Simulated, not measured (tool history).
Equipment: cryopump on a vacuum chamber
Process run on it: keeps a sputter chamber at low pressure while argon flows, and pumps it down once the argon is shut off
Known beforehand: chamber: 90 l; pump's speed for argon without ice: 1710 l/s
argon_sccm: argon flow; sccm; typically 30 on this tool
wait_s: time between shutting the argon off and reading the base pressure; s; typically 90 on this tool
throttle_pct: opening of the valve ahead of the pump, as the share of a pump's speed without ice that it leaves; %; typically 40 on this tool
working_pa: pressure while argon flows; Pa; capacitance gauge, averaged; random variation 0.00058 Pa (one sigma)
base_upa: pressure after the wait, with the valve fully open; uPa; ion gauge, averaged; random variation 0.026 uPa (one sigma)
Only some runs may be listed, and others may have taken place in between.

{"run": 1, "hour": 0.0, "argon_sccm": 30, "wait_s": 90, "throttle_pct": 40, "working_pa": 0.0755, "base_upa": 1.74}
{"run": 2, "hour": 50.5, "argon_sccm": 30, "wait_s": 90, "throttle_pct": 40, "working_pa": 0.0761, "base_upa": 1.73}
{"run": 3, "hour": 79.0, "argon_sccm": 30, "wait_s": 90, "throttle_pct": 40, "working_pa": 0.0765, "base_upa": 1.79}
{"run": 4, "hour": 111.0, "argon_sccm": 30, "wait_s": 54, "throttle_pct": 40, "working_pa": 0.079, "base_upa": 2.49}
{"run": 5, "hour": 164.6, "argon_sccm": 30, "wait_s": 54, "throttle_pct": 40, "working_pa": 0.0767, "base_upa": 2.49}
{"run": 6, "hour": 212.7, "argon_sccm": 30, "wait_s": 54, "throttle_pct": 40, "working_pa": 0.0768, "base_upa": 2.52}
{"run": 7, "hour": 266.7, "argon_sccm": 39, "wait_s": 90, "throttle_pct": 40, "working_pa": 0.1047, "base_upa": 1.95}
{"run": 8, "hour": 291.4, "argon_sccm": 30, "wait_s": 90, "throttle_pct": 40, "working_pa": 0.0793, "base_upa": 2.01}
{"run": 9, "hour": 345.8, "argon_sccm": 30, "wait_s": 158, "throttle_pct": 40, "working_pa": 0.0813, "base_upa": 1.63}
{"run": 10, "hour": 380.6, "argon_sccm": 30, "wait_s": 158, "throttle_pct": 40, "working_pa": 0.0814, "base_upa": 1.74}
{"run": 11, "hour": 407.6, "argon_sccm": 30, "wait_s": 90, "throttle_pct": 28, "working_pa": 0.1146, "base_upa": 2.2}
{"run": 12, "hour": 461.2, "argon_sccm": 30, "wait_s": 90, "throttle_pct": 40, "working_pa": 0.0852, "base_upa": 2.29}
{"run": 13, "hour": 494.3, "argon_sccm": 30, "wait_s": 90, "throttle_pct": 40, "working_pa": 0.0849, "base_upa": 2.37}
{"run": 14, "hour": 543.9, "argon_sccm": 30, "wait_s": 90, "throttle_pct": 40, "working_pa": 0.0857, "base_upa": 2.34}
{"run": 15, "hour": 572.3, "argon_sccm": 30, "wait_s": 90, "throttle_pct": 40, "working_pa": 0.086, "base_upa": 2.43}
{"hour": 632.1, "done": "pump warmed up, emptied and cooled again"}
{"run": 16, "hour": 636.2, "argon_sccm": 30, "wait_s": 90, "throttle_pct": 51, "working_pa": 0.059, "base_upa": 1.98}
{"run": 17, "hour": 676.1, "argon_sccm": 30, "wait_s": 90, "throttle_pct": 51, "working_pa": 0.0596, "base_upa": 2.02}
{"run": 18, "hour": 718.1, "argon_sccm": 14, "wait_s": 26, "throttle_pct": 50, "working_pa": 0.0284, "base_upa": 4.51}
{"run": 19, "hour": 761.6, "argon_sccm": 18, "wait_s": 90, "throttle_pct": 52, "working_pa": 0.0358, "base_upa": 2.23}
{"run": 20, "hour": 813.0, "argon_sccm": 38, "wait_s": 75, "throttle_pct": 47, "working_pa": 0.0836, "base_upa": 2.45}
{"run": 21, "hour": 863.7, "argon_sccm": 33, "wait_s": 75, "throttle_pct": 17, "working_pa": 0.1965, "base_upa": 2.5}
{"run": 22, "hour": 914.3, "argon_sccm": 25, "wait_s": 75, "throttle_pct": 43, "working_pa": 0.0601, "base_upa": 2.56}
{"run": 23, "hour": 966.6, "argon_sccm": 30, "wait_s": 50, "throttle_pct": 40, "working_pa": 0.0792, "base_upa": 3.29}
{"run": 24, "hour": 1003.5, "argon_sccm": 34, "wait_s": 110, "throttle_pct": 50, "working_pa": 0.0747, "base_upa": 2.31}
{"run": 25, "hour": 1035.8, "argon_sccm": 30, "wait_s": 104, "throttle_pct": 40, "working_pa": 0.0801, "base_upa": 2.45}
{"run": 26, "hour": 1065.5, "argon_sccm": 31, "wait_s": 90, "throttle_pct": 45, "working_pa": 0.0753, "base_upa": 2.62}
{"run": 27, "hour": 1116.7, "argon_sccm": 31, "wait_s": 70, "throttle_pct": 21, "working_pa": 0.1538, "base_upa": 3.02}
{"run": 28, "hour": 1172.5, "argon_sccm": 24, "wait_s": 34, "throttle_pct": 40, "working_pa": 0.0665, "base_upa": 4.3}
{"run": 29, "hour": 1226.6, "argon_sccm": 24, "wait_s": 285, "throttle_pct": 20, "working_pa": 0.1267, "base_upa": 2.31}
{"run": 30, "hour": 1277.5, "argon_sccm": 24, "wait_s": 285, "throttle_pct": 20, "working_pa": 0.1281, "base_upa": 2.38}
{"run": 31, "hour": 1304.3, "argon_sccm": 24, "wait_s": 285, "throttle_pct": 20, "working_pa": 0.1296, "base_upa": 2.39}
{"hour": 1351.2, "done": "pump warmed up, emptied and cooled again"}
{"run": 32, "hour": 1356.8, "argon_sccm": 27, "wait_s": 240, "throttle_pct": 20, "working_pa": 0.1346, "base_upa": 1.93}
{"run": 33, "hour": 1382.6, "argon_sccm": 27, "wait_s": 240, "throttle_pct": 20, "working_pa": 0.1347, "base_upa": 1.98}

Each row is a separate what-if for the run after 33, all from the same tool condition, not one after another. Results?
{"run": "A", "hour": 1420.7, "argon_sccm": 24, "wait_s": 136, "throttle_pct": 59, "working_pa": "?", "base_upa": "?"}
{"run": "B", "hour": 1420.7, "argon_sccm": 51, "wait_s": 240, "throttle_pct": 20, "working_pa": "?", "base_upa": "?"}
{"run": "C", "hour": 1420.7, "argon_sccm": 57, "wait_s": 240, "throttle_pct": 16, "working_pa": "?", "base_upa": "?"}

run=A working_pa=0.0419 base_upa=2.27
run=B working_pa=0.2534 base_upa=1.93
run=C working_pa=0.3581 base_upa=2.06
Without the tool's hidden state the same runs would have given:
run=A working_pa=0.0404 base_upa=0.8
run=B working_pa=0.2503 base_upa=0.51
run=C working_pa=0.3546 base_upa=0.55
